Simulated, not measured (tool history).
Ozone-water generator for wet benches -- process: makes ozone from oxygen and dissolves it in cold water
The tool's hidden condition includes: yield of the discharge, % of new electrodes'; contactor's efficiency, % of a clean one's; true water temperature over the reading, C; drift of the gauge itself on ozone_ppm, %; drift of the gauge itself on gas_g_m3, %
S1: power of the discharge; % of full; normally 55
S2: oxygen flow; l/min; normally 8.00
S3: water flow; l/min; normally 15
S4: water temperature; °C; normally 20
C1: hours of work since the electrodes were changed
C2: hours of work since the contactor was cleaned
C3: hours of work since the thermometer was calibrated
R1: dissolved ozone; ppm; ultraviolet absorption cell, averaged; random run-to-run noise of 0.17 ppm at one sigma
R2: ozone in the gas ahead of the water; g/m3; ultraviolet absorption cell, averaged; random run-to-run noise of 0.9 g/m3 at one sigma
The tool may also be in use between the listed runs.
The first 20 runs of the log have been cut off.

run,day,S1,S2,S3,S4,C1,C2,C3,R1,R2
21,66.679,96,13.92,23,23,1514,3486,464,18.6,150.4
# day 67.096: contactor cleaned
22,71.308,96,10.14,23,25,1583,65,533,17.9,173.8
23,75.675,45,13.26,14,24,1650,133,601,16.8,105.3
24,79.429,43,6.57,17,16,1708,191,659,17.8,139.0
# day 80.612: contactor cleaned, once more
25,82.492,41,10.28,18,27,1753,29,704,13.5,112.6
26,84.975,55,8.00,13,20,1792,68,742,23.4,144.0
27,88.725,55,8.00,17,20,1850,126,800,19.4,143.3
28,91.325,55,8.00,23,14,1890,166,840,16.8,143.8
29,95.662,55,8.00,17,22,1957,233,908,18.4,142.1
30,97.492,64,8.00,15,14,1986,261,936,25.5,153.4
31,100.646,64,8.00,15,14,2034,310,985,25.2,153.3
32,103.233,64,8.00,15,14,2075,350,1025,25.4,153.6
33,107.250,64,8.00,19,21,2137,413,1087,18.5,154.0

4 options for the next run, each taken on its own from the tool as it stands now. Forecast them:
A,109.229,97,8.00,15,12,2167,443,1118,?,?
B,109.229,55,5.20,15,20,2167,443,1118,?,?
C,109.229,90,8.00,21,21,2167,443,1118,?,?
D,109.229,64,6.11,19,19,2167,443,1118,?,?

run,R1,R2
A,32.2,191.2
B,20.9,171.8
C,20.3,182.8
D,19.0,171.0
The same runs, with their run-to-run variation unchanged, on a tool lacking any hidden condition would have given:
run,R1,R2
A,34.7,205.3
B,22.2,181.2
C,21.9,195.7
D,20.3,181.2
